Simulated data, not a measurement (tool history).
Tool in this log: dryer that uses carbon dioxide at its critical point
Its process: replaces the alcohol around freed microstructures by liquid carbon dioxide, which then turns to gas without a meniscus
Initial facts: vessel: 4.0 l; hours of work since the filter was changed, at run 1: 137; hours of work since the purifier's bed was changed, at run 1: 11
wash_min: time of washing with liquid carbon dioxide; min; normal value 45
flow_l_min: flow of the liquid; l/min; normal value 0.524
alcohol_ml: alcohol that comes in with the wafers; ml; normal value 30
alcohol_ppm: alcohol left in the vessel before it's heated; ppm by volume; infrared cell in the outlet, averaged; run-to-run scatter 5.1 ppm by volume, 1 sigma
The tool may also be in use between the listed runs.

run    day  wash_min  flow_l_min  alcohol_ml  hours of work since the filter was changed  hours of work since the purifier's bed was changed  alcohol_ppm
  1      0        45       0.524          30                                         137                                                  11           80
  2  0.442        45       0.524          41                                         144                                                  18          121
  3  0.896        66       0.524          30                                         151                                                  24           24
  4  1.275        66       0.524          30                                         156                                                  30           26
  5  1.483        45        0.67          30                                         159                                                  33           38
     1.738  -- inlet filter changed
  6  1.904        36        0.67          30                                           2                                                  38           84
  7  2.325        45       0.524          30                                           9                                                  45           85
  8  2.662        45       0.524          30                                          14                                                  50           90
  9  2.946        45       0.396          30                                          18                                                  54          226
 10  3.133        45       0.396          30                                          20                                                  57          230
 11  3.367        45        0.53          30                                          24                                                  60           86
 12  3.804        45        0.53          30                                          30                                                  66           93
 13  4.083        45        0.53          30                                          34                                                  70           97
 14  4.325        45        0.53          30                                          38                                                  74          104

Estimate the outcome of run 15 from the log above:
 15  4.712        40       0.524          30                                          44                                                  80            ?

alcohol_ppm: 145 ppm by volume
Had the tool carried no hidden state, the very same run would have given alcohol_ppm 107 ppm by volume.
